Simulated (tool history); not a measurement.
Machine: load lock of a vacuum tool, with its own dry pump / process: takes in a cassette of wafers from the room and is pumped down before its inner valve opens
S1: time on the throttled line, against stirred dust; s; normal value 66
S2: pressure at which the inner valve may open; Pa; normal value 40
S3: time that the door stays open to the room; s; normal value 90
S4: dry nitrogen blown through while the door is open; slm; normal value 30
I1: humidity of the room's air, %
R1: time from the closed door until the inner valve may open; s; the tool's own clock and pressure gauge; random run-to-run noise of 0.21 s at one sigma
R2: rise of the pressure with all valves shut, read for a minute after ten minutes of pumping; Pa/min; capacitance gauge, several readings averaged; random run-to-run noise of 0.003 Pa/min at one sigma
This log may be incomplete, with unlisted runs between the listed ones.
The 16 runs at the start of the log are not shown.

Run 17, hour 3146.5: usual settings; I1 44.8. Result: R1 95.1 s, R2 0.044 Pa/min.
Run 18, hour 3363.0: usual settings; I1 44.4. Result: R1 95.4 s, R2 0.049 Pa/min.
Run 19, hour 3541.0: usual settings but S4 4 slm; I1 44.7. Result: R1 94.9 s, R2 0.059 Pa/min.
Run 20, hour 3688.0: usual settings but S1 104 s, S2 56 Pa, S3 89 s; I1 41.1. Result: R1 126.8 s, R2 0.045 Pa/min.
Run 21, hour 3904.4: usual settings but S1 104 s, S2 48 Pa, S3 86 s, S4 5 slm; I1 47.7. Result: R1 127.3 s, R2 0.058 Pa/min.
Run 22, hour 4119.3: usual settings but S1 104 s, S2 48 Pa, S3 86 s, S4 5 slm; I1 46.1. Result: R1 127.9 s, R2 0.062 Pa/min.
Run 23, hour 4392.4: usual settings but S3 196 s; I1 42.1. Result: R1 95.5 s, R2 0.054 Pa/min.
Run 24, hour 4523.6: usual settings but S1 124 s, S3 68 s, S4 22 slm; I1 48.1. Result: R1 145.8 s, R2 0.054 Pa/min.
Run 25, hour 4780.8: usual settings but S1 124 s, S3 68 s, S4 22 slm; I1 49.0. Result: R1 146.1 s, R2 0.051 Pa/min.
Run 26, hour 4917.9: usual settings but S1 124 s, S3 68 s, S4 22 slm; I1 43.9. Result: R1 145.9 s, R2 0.056 Pa/min.
Run 27, hour 5107.5: usual settings but S1 124 s, S3 68 s, S4 22 slm; I1 45.0. Result: R1 145.9 s, R2 0.057 Pa/min.
Run 28, hour 5314.2: usual settings but S1 94 s, S2 31 Pa, S3 188 s, S4 4 slm; I1 45.1. Result: R1 121.0 s, R2 0.083 Pa/min.
Run 29, hour 5582.2: usual settings but S1 38 s, S2 77 Pa, S3 175 s, S4 7 slm; I1 44.8. Result: R1 68.1 s, R2 0.075 Pa/min.
Run 30, hour 5862.3: usual settings but S3 74 s, S4 14 slm; I1 46.8. Result: R1 95.6 s, R2 0.057 Pa/min.
Run 31, hour 6006.1: usual settings but S1 75 s, S2 62 Pa, S3 33 s; I1 48.4. Result: R1 101.5 s, R2 0.044 Pa/min.
Run 32, hour 6138.7: usual settings but S1 75 s, S2 62 Pa, S3 33 s; I1 42.2. Result: R1 101.5 s, R2 0.045 Pa/min.
Run 33, hour 6361.1: usual settings but S1 108 s, S2 30 Pa, S3 79 s, S4 24 slm; I1 44.4. Result: R1 133.7 s, R2 0.057 Pa/min.
Run 34, hour 6626.5: usual settings but S1 111 s, S2 36 Pa, S3 79 s, S4 11 slm; I1 49.9. Result: R1 135.4 s, R2 0.065 Pa/min.
Run 35, hour 6904.7: usual settings but S1 111 s, S2 36 Pa, S3 137 s, S4 11 slm; I1 42.9. Result: R1 135.5 s, R2 0.068 Pa/min.

Run 36 has not been measured yet. What should we expect?
Run 36, hour 7031.6: usual settings but S1 56 s, S2 60 Pa, S3 69 s, S4 18 slm; I1 47.3. Result: R1 ?, R2 ?.

Run 36 gave R1 85.3 s, R2 0.063 Pa/min.
With the hidden condition absent and the run-to-run variation left alone, this run would have shown R1 84.5 s, R2 0.032 Pa/min.
